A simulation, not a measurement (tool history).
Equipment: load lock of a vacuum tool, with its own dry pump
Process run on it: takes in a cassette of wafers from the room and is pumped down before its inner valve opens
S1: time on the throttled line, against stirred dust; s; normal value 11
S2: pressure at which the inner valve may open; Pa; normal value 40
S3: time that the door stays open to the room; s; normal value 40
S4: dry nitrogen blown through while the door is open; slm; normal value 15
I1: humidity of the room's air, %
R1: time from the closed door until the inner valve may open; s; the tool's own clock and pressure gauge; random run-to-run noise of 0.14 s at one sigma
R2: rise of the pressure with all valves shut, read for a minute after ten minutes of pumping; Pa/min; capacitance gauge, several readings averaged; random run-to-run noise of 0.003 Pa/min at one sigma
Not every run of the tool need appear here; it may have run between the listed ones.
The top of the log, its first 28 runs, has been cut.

run	hour	S1	S2	S3	S4	I1	R1	R2
29	5110.1	9	55	31	5	49.3	17.1	0.047
30	5335.4	19	65	52	6	43.5	24.8	0.045
31	5506.2	19	65	52	6	46.3	24.8	0.044
32	5639.1	11	40	26	9	44.1	19.0	0.036
33	5802.0	11	40	26	9	44.9	19.1	0.035
34	6008.2	11	40	26	5	44.1	19.1	0.035
# hour 6130.9: dry pump taken out, an overhauled one fitted
35	6252.5	11	40	26	32	44.9	19.0	0.022
36	6483.3	19	66	40	15	45.7	25.2	0.036

Consider 5 possible next runs. They are alternatives, not a sequence: every one starts from the tool as it was left by run 36. What does each give?
A	6674.2	12	33	40	9	47.1	?	?
B	6674.2	11	40	68	18	46.7	?	?
C	6674.2	11	70	44	13	44.3	?	?
D	6674.2	19	46	93	22	44.8	?	?
E	6674.2	11	40	40	11	41.7	?	?

run	R1	R2
A	20.0	0.043
B	18.7	0.039
C	18.3	0.031
D	25.3	0.039
E	19.0	0.033
The same runs, with their run-to-run variation unchanged, on a tool lacking any hidden condition would have given:
run	R1	R2
A	19.9	0.042
B	18.7	0.038
C	18.3	0.030
D	25.3	0.038
E	19.0	0.032
